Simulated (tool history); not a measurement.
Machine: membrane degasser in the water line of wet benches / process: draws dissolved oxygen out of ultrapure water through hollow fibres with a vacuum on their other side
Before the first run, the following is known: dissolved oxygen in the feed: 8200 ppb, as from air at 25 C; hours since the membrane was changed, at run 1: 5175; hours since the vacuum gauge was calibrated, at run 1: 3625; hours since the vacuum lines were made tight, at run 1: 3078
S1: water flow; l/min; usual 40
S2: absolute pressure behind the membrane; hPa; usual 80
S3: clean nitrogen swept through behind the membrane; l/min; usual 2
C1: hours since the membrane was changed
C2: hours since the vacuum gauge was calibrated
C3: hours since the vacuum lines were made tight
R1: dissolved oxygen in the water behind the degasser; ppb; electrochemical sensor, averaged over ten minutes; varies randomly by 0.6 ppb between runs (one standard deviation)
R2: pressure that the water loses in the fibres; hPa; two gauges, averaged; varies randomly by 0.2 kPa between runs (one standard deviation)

run 1 hour=0 | S1=40 S2=80 S3=2 | C1=5175 C2=3625 C3=3078 | R1=213.1 R2=458.5
run 2 hour=312 | S1=40 S2=80 S3=2 | C1=5487 C2=3937 C3=3390 | R1=213.7 R2=457.7
run 3 hour=594.4 | S1=40 S2=80 S3=2 | C1=5769 C2=4220 C3=3673 | R1=215.2 R2=455.3
run 4 hour=842.3 | S1=40 S2=80 S3=2 | C1=6017 C2=4468 C3=3920 | R1=214.7 R2=453.4
run 5 hour=1102.1 | S1=40 S2=80 S3=4.25 | C1=6277 C2=4727 C3=4180 | R1=110.7 R2=454.3
run 6 hour=1415.6 | S1=50 S2=80 S3=2 | C1=6591 C2=5041 C3=4494 | R1=267.3 R2=565
-- hour=1485.1 vacuum gauge calibrated
run 7 hour=1569.6 | S1=40 S2=80 S3=2 | C1=6744 C2=84 C3=4647 | R1=213.9 R2=453.1
run 8 hour=1869.4 | S1=40 S2=80 S3=2 | C1=7044 C2=384 C3=4947 | R1=214.7 R2=447.6
run 9 hour=2111.7 | S1=40 S2=80 S3=2 | C1=7286 C2=627 C3=5189 | R1=215.2 R2=449
run 10 hour=2387.8 | S1=40 S2=80 S3=2 | C1=7562 C2=903 C3=5465 | R1=213.4 R2=448.7
run 11 hour=2671.1 | S1=40 S2=80 S3=0.84 | C1=7846 C2=1186 C3=5749 | R1=429 R2=447.8
run 12 hour=3001.1 | S1=27 S2=80 S3=0.84 | C1=8176 C2=1516 C3=6079 | R1=313.5 R2=301.7
run 13 hour=3223.7 | S1=40 S2=68.8 S3=4.47 | C1=8398 C2=1739 C3=6301 | R1=83.1 R2=444.2
run 14 hour=3520.1 | S1=31 S2=68.8 S3=4.47 | C1=8695 C2=2035 C3=6598 | R1=62.1 R2=342.9
-- hour=3604.8 gauge calibrated
run 15 hour=3833.7 | S1=31 S2=68.8 S3=4.47 | C1=9008 C2=2349 C3=6911 | R1=62 R2=354.9
-- hour=3885.9 seals of the vacuum lines changed
run 16 hour=4142.3 | S1=31 S2=68.8 S3=4.47 | C1=9315 C2=2655 C3=256 | R1=61.6 R2=352.9
run 17 hour=4439.6 | S1=61 S2=135.8 S3=2.63 | C1=9612 C2=2952 C3=554 | R1=530.2 R2=695.2
run 18 hour=4766.6 | S1=59 S2=49.2 S3=2.59 | C1=9939 C2=3279 C3=881 | R1=116 R2=666.8
run 19 hour=4998.2 | S1=59 S2=49.2 S3=2.59 | C1=10171 C2=3511 C3=1112 | R1=116.7 R2=665.7
run 20 hour=5177.8 | S1=56 S2=86.6 S3=2.59 | C1=10350 C2=3691 C3=1292 | R1=276.7 R2=631.8
run 21 hour=5348.5 | S1=56 S2=86.6 S3=2.59 | C1=10521 C2=3861 C3=1463 | R1=278.5 R2=632.1

Branching from run 21: 3 alternative next runs. What would each branch give?
run A hour=5688.5 | S1=40 S2=174 S3=4.66 | C1=10861 C2=4201 C3=1803 | R1=? R2=?
run B hour=5688.5 | S1=41 S2=80 S3=1.84 | C1=10861 C2=4201 C3=1803 | R1=? R2=?
run C hour=5688.5 | S1=56 S2=115.1 S3=2.13 | C1=10861 C2=4201 C3=1803 | R1=? R2=?

run=A R1=284.8 R2=450.3
run=B R1=236.5 R2=462.7
run=C R1=470.9 R2=628.4
With the hidden condition removed and each run's random variation left untouched, the same runs would have given:
run=A R1=284.7 R2=457.8
run=B R1=236.4 R2=470.4
run=C R1=470.7 R2=638.9
